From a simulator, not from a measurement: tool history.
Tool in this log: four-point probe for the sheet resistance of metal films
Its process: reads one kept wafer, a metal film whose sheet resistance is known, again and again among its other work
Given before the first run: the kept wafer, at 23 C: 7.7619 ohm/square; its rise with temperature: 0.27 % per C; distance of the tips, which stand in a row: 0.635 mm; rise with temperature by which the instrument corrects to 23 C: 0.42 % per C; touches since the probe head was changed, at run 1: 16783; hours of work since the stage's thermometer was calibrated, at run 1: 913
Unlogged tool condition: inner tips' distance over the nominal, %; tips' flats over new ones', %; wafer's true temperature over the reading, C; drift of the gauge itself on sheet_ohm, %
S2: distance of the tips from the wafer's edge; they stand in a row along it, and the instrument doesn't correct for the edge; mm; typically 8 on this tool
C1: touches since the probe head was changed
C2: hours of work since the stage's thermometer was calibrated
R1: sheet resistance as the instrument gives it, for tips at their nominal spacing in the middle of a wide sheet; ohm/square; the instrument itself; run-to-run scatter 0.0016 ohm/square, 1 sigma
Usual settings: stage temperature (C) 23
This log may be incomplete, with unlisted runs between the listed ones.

Run 1, day 0.000: usual settings; C1 16783; C2 913. Result: R1 7.783757 ohm/square.
Run 2, day 0.971: usual settings but stage temperature (C) 30; C1 17330; C2 922. Result: R1 7.704096 ohm/square.
Run 3, day 1.467: usual settings but stage temperature (C) 30; C1 17609; C2 927. Result: R1 7.705836 ohm/square.
Run 4, day 2.188: usual settings but stage temperature (C) 30, S2 5 mm; C1 18017; C2 934. Result: R1 7.743297 ohm/square.
Run 5, day 2.738: usual settings; C1 18326; C2 940. Result: R1 7.782064 ohm/square.
Run 6, day 3.238: usual settings; C1 18609; C2 945. Result: R1 7.781419 ohm/square.
Run 7, day 4.267: usual settings; C1 19189; C2 955. Result: R1 7.779291 ohm/square.
Run 8, day 5.362: usual settings; C1 19808; C2 966. Result: R1 7.777912 ohm/square.
Run 9, day 6.379: usual settings; C1 20380; C2 976. Result: R1 7.775470 ohm/square.
Run 10, day 7.512: usual settings; C1 21021; C2 987. Result: R1 7.780172 ohm/square.
Run 11, day 8.038: usual settings but stage temperature (C) 18; C1 21315; C2 992. Result: R1 7.835159 ohm/square.
Run 12, day 8.717: usual settings but stage temperature (C) 24; C1 21699; C2 999. Result: R1 7.765407 ohm/square.
Run 13, day 9.504: usual settings but stage temperature (C) 24; C1 22143; C2 1007. Result: R1 7.767097 ohm/square.
Run 14, day 10.562: usual settings but stage temperature (C) 25; C1 22741; C2 1017. Result: R1 7.758421 ohm/square.
Run 15, day 11.442: usual settings but stage temperature (C) 20, S2 6 mm; C1 23236; C2 1026. Result: R1 7.833344 ohm/square.
Run 16, day 12.554: usual settings but stage temperature (C) 18, S2 3 mm; C1 23864; C2 1037. Result: R1 7.990459 ohm/square.
Run 17, day 13.475: usual settings but stage temperature (C) 18, S2 4 mm; C1 24383; C2 1046. Result: R1 7.910009 ohm/square.
Run 18, day 14.067: usual settings but stage temperature (C) 18, S2 4 mm; C1 24716; C2 1052. Result: R1 7.912254 ohm/square.
Run 19, day 14.821: usual settings but stage temperature (C) 18, S2 3 mm; C1 25143; C2 1059. Result: R1 7.990843 ohm/square.
At day 14.925: stage's thermometer calibrated.
Run 20, day 15.638: usual settings but stage temperature (C) 26, S2 9 mm; C1 25590; C2 7. Result: R1 7.734520 ohm/square.
Run 21, day 16.596: usual settings but stage temperature (C) 25, S2 12 mm; C1 26130; C2 16. Result: R1 7.741520 ohm/square.
Run 22, day 17.412: usual settings but stage temperature (C) 19, S2 10 mm; C1 26592; C2 25. Result: R1 7.809308 ohm/square.
Run 23, day 18.217: usual settings but stage temperature (C) 24; C1 27045; C2 33. Result: R1 7.765927 ohm/square.
At day 18.962: stage's thermometer calibrated, once more.
Run 24, day 19.042: usual settings but stage temperature (C) 24; C1 27498; C2 1. Result: R1 7.769668 ohm/square.
Run 25, day 20.038: usual settings but stage temperature (C) 19; C1 28060; C2 11. Result: R1 7.826672 ohm/square.
Run 26, day 20.596: usual settings but stage temperature (C) 26, S2 14 mm; C1 28374; C2 16. Result: R1 7.728636 ohm/square.
Run 27, day 21.429: usual settings but stage temperature (C) 26, S2 14 mm; C1 28845; C2 24. Result: R1 7.731612 ohm/square.

Branching from run 27: 4 alternative next runs. What would each branch give?
Run A, day 22.321: usual settings but stage temperature (C) 26, S2 7 mm; C1 29349; C2 33. Result: R1 ?.
Run B, day 22.321: usual settings but stage temperature (C) 31, S2 11 mm; C1 29349; C2 33. Result: R1 ?.
Run C, day 22.321: usual settings but S2 9 mm; C1 29349; C2 33. Result: R1 ?.
Run D, day 22.321: usual settings but stage temperature (C) 22, S2 14 mm; C1 29349; C2 33. Result: R1 ?.

run        R1
  A  7.757976
  B  7.679372
  C  7.773328
  D  7.773087
With the hidden condition removed and each run's random variation left untouched, the same runs would have given:
run        R1
  A  7.766835
  B  7.688156
  C  7.782197
  D  7.781954

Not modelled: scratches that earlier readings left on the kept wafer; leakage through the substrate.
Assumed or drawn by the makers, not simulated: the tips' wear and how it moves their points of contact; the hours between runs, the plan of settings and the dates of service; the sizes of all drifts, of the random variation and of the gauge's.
